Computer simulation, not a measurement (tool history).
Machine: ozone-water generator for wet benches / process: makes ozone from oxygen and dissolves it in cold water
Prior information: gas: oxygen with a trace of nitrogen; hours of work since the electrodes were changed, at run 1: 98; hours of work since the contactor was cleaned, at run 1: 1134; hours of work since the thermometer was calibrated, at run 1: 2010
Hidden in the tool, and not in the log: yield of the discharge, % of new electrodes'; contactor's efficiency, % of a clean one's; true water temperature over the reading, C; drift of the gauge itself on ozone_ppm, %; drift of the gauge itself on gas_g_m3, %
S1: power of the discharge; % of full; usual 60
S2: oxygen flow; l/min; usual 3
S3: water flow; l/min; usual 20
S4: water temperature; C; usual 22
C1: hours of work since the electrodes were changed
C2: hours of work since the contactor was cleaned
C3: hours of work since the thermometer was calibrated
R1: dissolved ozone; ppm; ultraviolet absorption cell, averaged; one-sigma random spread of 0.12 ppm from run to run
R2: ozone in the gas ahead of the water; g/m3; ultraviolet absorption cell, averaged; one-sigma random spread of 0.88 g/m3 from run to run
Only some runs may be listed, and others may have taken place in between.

Run 1, hour 0: usual settings; C1 98; C2 1134; C3 2010. Result: R1 9.2 ppm, R2 144.8 g/m3.
Run 2, hour 30: usual settings; C1 116; C2 1153; C3 2028. Result: R1 9.2 ppm, R2 145.7 g/m3.
Run 3, hour 52.5: usual settings; C1 130; C2 1167; C3 2042. Result: R1 9.2 ppm, R2 144.6 g/m3.
Run 4, hour 84: usual settings; C1 149; C2 1186; C3 2061. Result: R1 9.1 ppm, R2 145 g/m3.
Run 5, hour 109.1: usual settings; C1 165; C2 1201; C3 2076. Result: R1 9.2 ppm, R2 145.1 g/m3.
Run 6, hour 138.4: usual settings but S3 29 l/min; C1 182; C2 1219; C3 2094. Result: R1 6.6 ppm, R2 143.6 g/m3.
Run 7, hour 164.4: usual settings but S3 29 l/min; C1 198; C2 1235; C3 2110. Result: R1 6.6 ppm, R2 144.8 g/m3.
At hour 166.9: water thermometer calibrated.
Run 8, hour 185.1: usual settings but S3 29 l/min; C1 211; C2 1247; C3 11. Result: R1 6.7 ppm, R2 145.8 g/m3.
Run 9, hour 209.3: usual settings but S3 29 l/min; C1 226; C2 1262; C3 26. Result: R1 6.8 ppm, R2 146.2 g/m3.
Run 10, hour 242.5: usual settings but S3 29 l/min; C1 246; C2 1283; C3 46. Result: R1 6.5 ppm, R2 142.2 g/m3.
Run 11, hour 265.7: usual settings but S1 79 % of full, S2 5.21 l/min; C1 260; C2 1297; C3 60. Result: R1 10.9 ppm, R2 125.8 g/m3.
Run 12, hour 294: usual settings but S1 46 % of full, S2 5.21 l/min, S3 16 l/min; C1 277; C2 1314; C3 78. Result: R1 9.3 ppm, R2 89 g/m3.
Run 13, hour 327.5: usual settings but S1 52 % of full, S2 3.55 l/min, S3 17 l/min, S4 20 C; C1 298; C2 1335; C3 98. Result: R1 9.9 ppm, R2 120.7 g/m3.
At hour 335: water thermometer calibrated, once more.
Run 14, hour 349.8: usual settings but S1 52 % of full, S2 3.55 l/min, S3 17 l/min, S4 20 C; C1 311; C2 1348; C3 9. Result: R1 10 ppm, R2 120.1 g/m3.
Run 15, hour 371.8: usual settings but S1 52 % of full, S2 3.55 l/min, S3 17 l/min, S4 20 C; C1 325; C2 1361; C3 23. Result: R1 10 ppm, R2 120.7 g/m3.
Run 16, hour 388.5: usual settings but S1 52 % of full, S2 3.55 l/min, S3 17 l/min, S4 20 C; C1 335; C2 1372; C3 33. Result: R1 9.9 ppm, R2 118.7 g/m3.

Here are 3 independent what-if runs from the current tool condition. What would each one return?
Run A, hour 425: usual settings but S4 27 C; C1 357; C2 1394; C3 55. Result: R1 ?, R2 ?.
Run B, hour 425: usual settings but S1 55 % of full, S2 3.55 l/min, S3 17 l/min, S4 20 C; C1 357; C2 1394; C3 55. Result: R1 ?, R2 ?.
Run C, hour 425: usual settings but S1 75 % of full, S2 3.55 l/min, S3 17 l/min, S4 17 C; C1 357; C2 1394; C3 55. Result: R1 ?, R2 ?.

run    R1     R2
  A   8.7  145.7
  B  10.4  124.6
  C  12.8  150.4
Without the tool's unlogged condition, the same runs would have read:
run    R1     R2
  A   9.3  147.8
  B  11.1  126.3
  C  13.7  152.9
